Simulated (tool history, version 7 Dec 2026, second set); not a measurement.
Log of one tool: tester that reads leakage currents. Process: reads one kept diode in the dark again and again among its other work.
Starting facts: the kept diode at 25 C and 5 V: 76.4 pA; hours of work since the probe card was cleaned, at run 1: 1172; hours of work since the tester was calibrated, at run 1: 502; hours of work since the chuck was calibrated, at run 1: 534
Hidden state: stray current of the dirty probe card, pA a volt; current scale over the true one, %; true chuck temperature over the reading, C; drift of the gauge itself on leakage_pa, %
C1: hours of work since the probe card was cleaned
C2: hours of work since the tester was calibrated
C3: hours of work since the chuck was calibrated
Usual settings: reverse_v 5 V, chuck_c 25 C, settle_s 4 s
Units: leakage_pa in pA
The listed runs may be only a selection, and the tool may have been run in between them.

Run 1, hour 0: usual settings; C1 1172; C2 502; C3 534. Result: leakage_pa 91.59 pA.
Run 2, hour 31.1: usual settings; C1 1194; C2 523; C3 555. Result: leakage_pa 92.41 pA.
Run 3, hour 45.8: usual settings; C1 1204; C2 534; C3 566. Result: leakage_pa 92.34 pA.
Run 4, hour 64.3: usual settings; C1 1217; C2 547; C3 579. Result: leakage_pa 92.88 pA.
Run 5, hour 78.5: usual settings but chuck_c 27 C; C1 1227; C2 557; C3 589. Result: leakage_pa 105.89 pA.
Run 6, hour 96.4: usual settings but chuck_c 27 C; C1 1239; C2 569; C3 601. Result: leakage_pa 106.42 pA.
Run 7, hour 112: usual settings but reverse_v 13.82 V; C1 1250; C2 580; C3 612. Result: leakage_pa 177.04 pA.
Run 8, hour 132.6: usual settings but chuck_c 43 C; C1 1265; C2 594; C3 626. Result: leakage_pa 315.04 pA.
Run 9, hour 164.2: usual settings but chuck_c 43 C; C1 1287; C2 617; C3 649. Result: leakage_pa 317.47 pA.
Run 10, hour 180.5: usual settings but chuck_c 43 C; C1 1298; C2 628; C3 660. Result: leakage_pa 319.43 pA.
Run 11, hour 195.5: usual settings; C1 1309; C2 639; C3 670. Result: leakage_pa 93.85 pA.
Run 12, hour 226.2: usual settings; C1 1330; C2 660; C3 692. Result: leakage_pa 94.81 pA.
Run 13, hour 256: usual settings but reverse_v 13.07 V; C1 1351; C2 681; C3 713. Result: leakage_pa 173.94 pA.
Run 14, hour 274.3: usual settings but reverse_v 13.07 V; C1 1364; C2 694; C3 726. Result: leakage_pa 175.54 pA.
Run 15, hour 306.8: usual settings; C1 1387; C2 716; C3 748. Result: leakage_pa 96.08 pA.
Run 16, hour 321.8: usual settings but reverse_v 1.07 V; C1 1397; C2 727; C3 759. Result: leakage_pa 37.1 pA.
Run 17, hour 342.5: usual settings but chuck_c 27 C; C1 1412; C2 741; C3 773. Result: leakage_pa 109.91 pA.
Run 18, hour 361.8: usual settings but chuck_c 27 C; C1 1425; C2 755; C3 787. Result: leakage_pa 110.21 pA.
Run 19, hour 378.9: usual settings but reverse_v 10.96 V, chuck_c 27 C; C1 1437; C2 767; C3 799. Result: leakage_pa 180.64 pA.
Run 20, hour 406.4: usual settings but reverse_v 10.96 V, chuck_c 27 C; C1 1456; C2 786; C3 818. Result: leakage_pa 180.92 pA.
Run 21, hour 426.2: usual settings but settle_s 4.15 s; C1 1470; C2 800; C3 832. Result: leakage_pa 97.36 pA.
Run 22, hour 447: usual settings but settle_s 4.15 s; C1 1485; C2 815; C3 846. Result: leakage_pa 97.86 pA.
Run 23, hour 474.9: usual settings but reverse_v 1.15 V, chuck_c 32 C; C1 1504; C2 834; C3 866. Result: leakage_pa 64.85 pA.
Run 24, hour 492.3: usual settings but reverse_v 7.35 V, settle_s 1.91 s; C1 1516; C2 846; C3 878. Result: leakage_pa 125.5 pA.
At hour 506.7: probe card cleaned and baked.
Run 25, hour 513.3: usual settings but reverse_v 7.35 V, settle_s 1.91 s; C1 5; C2 859; C3 891. Result: leakage_pa 107.25 pA.
Run 26, hour 544.5: usual settings but reverse_v 7.35 V, settle_s 0.61 s; C1 26; C2 881; C3 913. Result: leakage_pa 111.29 pA.
Run 27, hour 566.4: usual settings but reverse_v 8.1 V, chuck_c 22 C, settle_s 6.37 s; C1 42; C2 896; C3 928. Result: leakage_pa 90.63 pA.
Run 28, hour 597.7: usual settings but reverse_v 4.44 V, chuck_c 27 C, settle_s 2.37 s; C1 64; C2 918; C3 950. Result: leakage_pa 94.25 pA.
Run 29, hour 617: usual settings but reverse_v 1.39 V, chuck_c 58 C, settle_s 9.92 s; C1 77; C2 931; C3 963. Result: leakage_pa 405.93 pA.
Run 30, hour 634.5: usual settings but reverse_v 1.39 V, chuck_c 58 C, settle_s 9.92 s; C1 89; C2 944; C3 976. Result: leakage_pa 405.33 pA.
Run 31, hour 658.7: usual settings but settle_s 3.97 s; C1 106; C2 961; C3 993. Result: leakage_pa 87.45 pA.
Run 32, hour 683: usual settings but chuck_c 23 C; C1 123; C2 978; C3 1010. Result: leakage_pa 75.31 pA.
Run 33, hour 705.8: usual settings but reverse_v 1.39 V; C1 139; C2 994; C3 1025. Result: leakage_pa 41.97 pA.
Run 34, hour 723.9: usual settings but reverse_v 4.74 V, chuck_c 36 C, settle_s 0.87 s; C1 152; C2 1006; C3 1038. Result: leakage_pa 193.32 pA.
Run 35, hour 747.3: usual settings but reverse_v 9.24 V, settle_s 1.42 s; C1 168; C2 1023; C3 1055. Result: leakage_pa 128.52 pA.
Run 36, hour 775.3: usual settings but reverse_v 9.24 V, settle_s 1.42 s; C1 188; C2 1042; C3 1074. Result: leakage_pa 128.25 pA.
Run 37, hour 809: usual settings but reverse_v 9.24 V, settle_s 1.42 s; C1 212; C2 1066; C3 1098. Result: leakage_pa 130.2 pA.
Run 38, hour 827.4: usual settings but reverse_v 9.24 V, settle_s 4.17 s; C1 224; C2 1079; C3 1111. Result: leakage_pa 128.87 pA.
Run 39, hour 852: usual settings but chuck_c 55 C; C1 242; C2 1096; C3 1128. Result: leakage_pa 715.38 pA.

Forecast each of these 3 alternatives for the next run:
Run A, hour 866.7: usual settings but chuck_c 23 C; C1 252; C2 1106; C3 1138. Result: leakage_pa ?.
Run B, hour 866.7: usual settings but chuck_c 42 C; C1 252; C2 1106; C3 1138. Result: leakage_pa ?.
Run C, hour 866.7: usual settings but chuck_c 36 C; C1 252; C2 1106; C3 1138. Result: leakage_pa ?.

run  leakage_pa
  A       77.26
  B      303.66
  C       199.5
With no hidden state in the tool, these same runs would have given:
run  leakage_pa
  A       65.57
  B      267.12
  C      174.07
